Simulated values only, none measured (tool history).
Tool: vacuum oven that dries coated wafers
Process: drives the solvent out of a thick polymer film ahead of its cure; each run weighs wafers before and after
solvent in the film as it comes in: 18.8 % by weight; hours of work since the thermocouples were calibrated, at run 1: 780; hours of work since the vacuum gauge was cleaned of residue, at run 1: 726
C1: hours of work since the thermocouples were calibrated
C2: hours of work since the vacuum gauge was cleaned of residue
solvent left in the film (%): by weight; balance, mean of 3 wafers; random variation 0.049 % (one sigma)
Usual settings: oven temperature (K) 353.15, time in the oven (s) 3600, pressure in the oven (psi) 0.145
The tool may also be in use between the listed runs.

run 1 hour=0.0 | oven_temperature_(K)=353.15 time_in_the_oven_(s)=3600 pressure_in_the_oven_(psi)=0.145 | C1=780 C2=726 | solvent_left_in_the_film_(%)=1.87
run 2 hour=41.6 | oven_temperature_(K)=353.15 time_in_the_oven_(s)=3600 pressure_in_the_oven_(psi)=0.145 | C1=803 C2=749 | solvent_left_in_the_film_(%)=1.85
run 3 hour=89.5 | oven_temperature_(K)=353.15 time_in_the_oven_(s)=3120 pressure_in_the_oven_(psi)=0.145 | C1=830 C2=776 | solvent_left_in_the_film_(%)=2.35
run 4 hour=136.0 | oven_temperature_(K)=353.15 time_in_the_oven_(s)=3120 pressure_in_the_oven_(psi)=0.145 | C1=857 C2=803 | solvent_left_in_the_film_(%)=2.42
run 5 hour=193.4 | oven_temperature_(K)=353.15 time_in_the_oven_(s)=3120 pressure_in_the_oven_(psi)=0.145 | C1=889 C2=835 | solvent_left_in_the_film_(%)=2.35
run 6 hour=254.3 | oven_temperature_(K)=353.15 time_in_the_oven_(s)=3840 pressure_in_the_oven_(psi)=0.145 | C1=924 C2=870 | solvent_left_in_the_film_(%)=1.67
run 7 hour=299.7 | oven_temperature_(K)=353.15 time_in_the_oven_(s)=3840 pressure_in_the_oven_(psi)=0.145 | C1=950 C2=896 | solvent_left_in_the_film_(%)=1.71
run 8 hour=366.2 | oven_temperature_(K)=353.15 time_in_the_oven_(s)=2220 pressure_in_the_oven_(psi)=0.145 | C1=987 C2=934 | solvent_left_in_the_film_(%)=3.87
-- hour=426.7 oven's thermocouples calibrated
run 9 hour=433.5 | oven_temperature_(K)=353.15 time_in_the_oven_(s)=2220 pressure_in_the_oven_(psi)=0.090 | C1=4 C2=971 | solvent_left_in_the_film_(%)=4.33
run 10 hour=461.1 | oven_temperature_(K)=353.15 time_in_the_oven_(s)=2220 pressure_in_the_oven_(psi)=0.090 | C1=19 C2=986 | solvent_left_in_the_film_(%)=4.36
run 11 hour=500.3 | oven_temperature_(K)=353.15 time_in_the_oven_(s)=2220 pressure_in_the_oven_(psi)=0.090 | C1=42 C2=1009 | solvent_left_in_the_film_(%)=4.29
run 12 hour=532.0 | oven_temperature_(K)=353.15 time_in_the_oven_(s)=3780 pressure_in_the_oven_(psi)=0.145 | C1=60 C2=1027 | solvent_left_in_the_film_(%)=2.15
run 13 hour=588.1 | oven_temperature_(K)=353.15 time_in_the_oven_(s)=3780 pressure_in_the_oven_(psi)=0.145 | C1=92 C2=1058 | solvent_left_in_the_film_(%)=2.13
run 14 hour=626.9 | oven_temperature_(K)=338.15 time_in_the_oven_(s)=2580 pressure_in_the_oven_(psi)=0.145 | C1=114 C2=1080 | solvent_left_in_the_film_(%)=9.25
run 15 hour=682.9 | oven_temperature_(K)=338.15 time_in_the_oven_(s)=2580 pressure_in_the_oven_(psi)=0.145 | C1=145 C2=1112 | solvent_left_in_the_film_(%)=9.15
run 16 hour=724.3 | oven_temperature_(K)=368.15 time_in_the_oven_(s)=2100 pressure_in_the_oven_(psi)=0.238 | C1=169 C2=1136 | solvent_left_in_the_film_(%)=1.25
run 17 hour=782.1 | oven_temperature_(K)=368.15 time_in_the_oven_(s)=2100 pressure_in_the_oven_(psi)=0.238 | C1=202 C2=1169 | solvent_left_in_the_film_(%)=1.17
run 18 hour=825.8 | oven_temperature_(K)=354.15 time_in_the_oven_(s)=5640 pressure_in_the_oven_(psi)=0.238 | C1=227 C2=1193 | solvent_left_in_the_film_(%)=1.36
run 19 hour=869.7 | oven_temperature_(K)=346.15 time_in_the_oven_(s)=4320 pressure_in_the_oven_(psi)=0.397 | C1=251 C2=1218 | solvent_left_in_the_film_(%)=4.26
run 20 hour=908.0 | oven_temperature_(K)=353.15 time_in_the_oven_(s)=2700 pressure_in_the_oven_(psi)=0.145 | C1=273 C2=1240 | solvent_left_in_the_film_(%)=3.41
run 21 hour=955.5 | oven_temperature_(K)=350.15 time_in_the_oven_(s)=2220 pressure_in_the_oven_(psi)=0.080 | C1=300 C2=1267 | solvent_left_in_the_film_(%)=5.39
run 22 hour=991.9 | oven_temperature_(K)=351.15 time_in_the_oven_(s)=3900 pressure_in_the_oven_(psi)=0.338 | C1=321 C2=1288 | solvent_left_in_the_film_(%)=2.99
run 23 hour=1041.6 | oven_temperature_(K)=359.15 time_in_the_oven_(s)=3900 pressure_in_the_oven_(psi)=0.077 | C1=349 C2=1316 | solvent_left_in_the_film_(%)=0.75
run 24 hour=1078.6 | oven_temperature_(K)=361.15 time_in_the_oven_(s)=2160 pressure_in_the_oven_(psi)=0.347 | C1=370 C2=1337 | solvent_left_in_the_film_(%)=2.63
run 25 hour=1118.1 | oven_temperature_(K)=361.15 time_in_the_oven_(s)=2160 pressure_in_the_oven_(psi)=0.347 | C1=392 C2=1359 | solvent_left_in_the_film_(%)=2.59
run 26 hour=1152.0 | oven_temperature_(K)=353.15 time_in_the_oven_(s)=3600 pressure_in_the_oven_(psi)=0.218 | C1=412 C2=1378 | solvent_left_in_the_film_(%)=2.42

Forecast each of these 5 alternatives for the next run:
run A hour=1213.5 | oven_temperature_(K)=351.15 time_in_the_oven_(s)=4920 pressure_in_the_oven_(psi)=0.538 | C1=447 C2=1413 | solvent_left_in_the_film_(%)=?
run B hour=1213.5 | oven_temperature_(K)=353.15 time_in_the_oven_(s)=3600 pressure_in_the_oven_(psi)=0.489 | C1=447 C2=1413 | solvent_left_in_the_film_(%)=?
run C hour=1213.5 | oven_temperature_(K)=353.15 time_in_the_oven_(s)=1800 pressure_in_the_oven_(psi)=0.184 | C1=447 C2=1413 | solvent_left_in_the_film_(%)=?
run D hour=1213.5 | oven_temperature_(K)=349.15 time_in_the_oven_(s)=1920 pressure_in_the_oven_(psi)=0.115 | C1=447 C2=1413 | solvent_left_in_the_film_(%)=?
run E hour=1213.5 | oven_temperature_(K)=345.15 time_in_the_oven_(s)=4560 pressure_in_the_oven_(psi)=0.218 | C1=447 C2=1413 | solvent_left_in_the_film_(%)=?

run=A solvent_left_in_the_film_(%)=2.89
run=B solvent_left_in_the_film_(%)=3.35
run=C solvent_left_in_the_film_(%)=5.48
run=D solvent_left_in_the_film_(%)=6.45
run=E solvent_left_in_the_film_(%)=3.85
Without the tool's hidden state the same runs would have given:
run=A solvent_left_in_the_film_(%)=2.74
run=B solvent_left_in_the_film_(%)=3.23
run=C solvent_left_in_the_film_(%)=5.45
run=D solvent_left_in_the_film_(%)=6.41
run=E solvent_left_in_the_film_(%)=3.69
